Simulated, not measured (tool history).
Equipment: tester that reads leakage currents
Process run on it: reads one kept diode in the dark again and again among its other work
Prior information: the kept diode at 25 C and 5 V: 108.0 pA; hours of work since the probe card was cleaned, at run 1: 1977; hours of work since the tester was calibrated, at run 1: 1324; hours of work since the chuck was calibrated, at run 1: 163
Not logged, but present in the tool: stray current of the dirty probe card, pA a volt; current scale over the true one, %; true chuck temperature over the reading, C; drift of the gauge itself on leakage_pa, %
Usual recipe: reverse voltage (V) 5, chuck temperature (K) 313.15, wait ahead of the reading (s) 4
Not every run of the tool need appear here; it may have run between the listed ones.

run,hour,reverse voltage (V),chuck temperature (K),wait ahead of the reading (s),hours of work since the probe card was cleaned,hours of work since the tester was calibrated,hours of work since the chuck was calibrated,current that the tester gives (pA)
1,0,5,313.15,4,1977,1324,163,313.39
2,78.5,5,313.15,4,2016,1363,202,315.73
3,178.8,5,313.15,4,2067,1414,253,314.35
4,239,5,331.15,4,2097,1444,283,994.09
5,315.3,5,313.15,4,2136,1483,322,314.38
6,416.7,5,313.15,4,2187,1534,373,315.72
7,497.3,5,313.15,4,2227,1574,413,314.79
8,593,17.54,313.15,4,2276,1623,462,654.74
9,670.9,17.54,313.15,7.01,2315,1662,501,656.78
# hour 680.7: chuck's temperature calibrated
10,749.7,14.1,313.15,4,2354,1701,35,579.14
11,803.5,5,295.15,4,2381,1728,62,86.43
12,853.3,8.11,313.15,4,2406,1753,87,418.8
13,969.2,8.11,313.15,4,2464,1811,145,420.03
14,1042.3,8.11,313.15,4,2501,1848,182,417.87
15,1145.6,8.11,313.15,4,2553,1900,234,417.32
16,1195.9,5,310.15,4,2578,1925,260,256.81
17,1310.1,5,310.15,4,2636,1983,317,255.51
18,1363.5,5,310.15,4,2663,2010,344,257.43
19,1463.5,5,310.15,4,2713,2060,394,256.13
20,1534,5,309.15,4,2749,2096,430,237.94
# hour 1561: tester calibrated
21,1651.1,5,295.15,4,2807,45,488,87.05
# hour 1686.7: chuck's temperature calibrated
22,1724.5,5,295.15,4,2843,81,19,86.94
23,1832.3,5,331.15,1.33,2897,136,73,996.7
24,1942.2,5,331.15,1.33,2952,191,129,1004.16
25,2035.5,1.87,309.15,1.14,2999,238,176,134.48
26,2089.3,4.89,304.15,4,3027,265,203,166.47
27,2189.8,4.89,304.15,4,3077,316,254,165.86
28,2258.3,4.89,304.15,4,3112,350,288,166.46
29,2334.9,4.89,310.15,0.31,3150,389,327,257.46
30,2401.5,4.89,297.15,0.49,3184,423,360,101.94
31,2477.9,4.89,297.15,0.49,3222,461,399,102.04
32,2550.5,4.89,297.15,0.49,3259,498,435,102.09
33,2633.7,1.77,319.15,0.94,3301,540,477,256.49
# hour 2691.9: chuck's temperature calibrated
34,2698.3,1.77,319.15,0.94,3332,571,3,256.19
35,2803.3,5.71,301.15,1.05,3385,624,56,147.6
36,2892.3,5.71,301.15,1.05,3430,669,101,147.44
37,2983.2,5.71,327.15,0.59,3476,715,147,846.9
38,3077.3,12.42,297.15,0.37,3523,762,194,181.27
39,3138.2,12.42,297.15,0.37,3554,793,225,180.98
# hour 3197.1: probe card cleaned and baked
40,3240.1,12.42,297.15,0.37,22,843,275,180.68

3 options for the next run, each taken on its own from the tool as it stands now. Forecast them:
A,3293.4,5,300.15,4,49,869,302,?
B,3293.4,16.88,318.15,1.53,49,869,302,?
C,3293.4,2.84,332.15,6.7,49,869,302,?

run,current that the tester gives (pA)
A,126.5
B,896.43
C,763.55
Had the tool no hidden state, the same runs would have come out as:
run,current that the tester gives (pA)
A,126.71
B,897.79
C,764.65
